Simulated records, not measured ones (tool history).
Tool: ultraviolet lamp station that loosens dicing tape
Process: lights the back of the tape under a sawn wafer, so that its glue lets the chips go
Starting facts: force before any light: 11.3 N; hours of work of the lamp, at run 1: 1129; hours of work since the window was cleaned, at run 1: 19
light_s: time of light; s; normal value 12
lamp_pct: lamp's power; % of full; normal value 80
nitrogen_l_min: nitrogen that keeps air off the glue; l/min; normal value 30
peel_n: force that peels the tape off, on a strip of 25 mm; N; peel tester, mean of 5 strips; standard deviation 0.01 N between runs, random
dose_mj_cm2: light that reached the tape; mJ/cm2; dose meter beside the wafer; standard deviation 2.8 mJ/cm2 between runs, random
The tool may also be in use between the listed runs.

run,hour,light_s,lamp_pct,nitrogen_l_min,hours of work of the lamp,hours of work since the window was cleaned,peel_n,dose_mj_cm2
1,0.0,12,80,30,1129,19,1.208,256
2,32.6,12,80,30,1144,35,1.252,257
3,86.9,12,80,30,1170,60,1.263,247
4,145.0,12,80,30,1198,88,1.341,251
5,185.3,12,80,30,1217,107,1.302,241
6,238.5,12,80,30,1242,132,1.399,241
7,273.2,19,80,30,1259,149,0.472,379
8,307.5,19,80,51,1275,165,0.261,376
9,358.7,19,80,51,1299,190,0.283,371
10,423.1,19,80,51,1330,220,0.282,368
11,482.5,12,80,39,1358,248,1.281,226
12,514.8,12,88,30,1374,264,1.328,247
13,574.5,20,80,30,1402,292,0.494,370
14,628.3,12,80,30,1428,318,1.718,220
15,666.0,12,80,23,1445,336,2.099,217
16,718.1,12,80,23,1470,360,2.135,210
17,752.1,12,80,38,1486,376,1.463,211
18,803.8,12,80,30,1511,401,1.882,204
# hour 853.2: lamp changed
19,858.8,12,80,30,3,427,0.538,357
# hour 864.6: window cleaned of glue's vapour
20,895.4,12,96,30,20,15,0.291,443
21,924.8,14,96,30,34,29,0.157,518
22,960.4,12,62,30,51,46,0.988,288
23,1007.7,13,69,10,73,68,1.742,342
24,1052.2,12,87,44,94,89,0.260,389
25,1113.5,12,87,44,123,118,0.293,381
26,1182.7,18,69,26,156,151,0.304,459
27,1236.1,18,69,26,182,176,0.319,453
28,1272.3,12,80,43,199,194,0.392,344
29,1318.9,9,80,43,221,216,0.937,257
30,1366.0,9,80,43,243,238,0.922,259
31,1409.9,12,88,30,264,259,0.480,371
32,1477.1,12,88,30,296,291,0.506,366

The next listed run, before its measurement:
33,1521.9,12,99,38,317,312,?,?

peel_n: 0.281 N
dose_mj_cm2: 409 mJ/cm2
Take away the tool's hidden state, keep the run-to-run variation as it was, and the same run would have given peel_n 0.180 N, dose_mj_cm2 472 mJ/cm2.

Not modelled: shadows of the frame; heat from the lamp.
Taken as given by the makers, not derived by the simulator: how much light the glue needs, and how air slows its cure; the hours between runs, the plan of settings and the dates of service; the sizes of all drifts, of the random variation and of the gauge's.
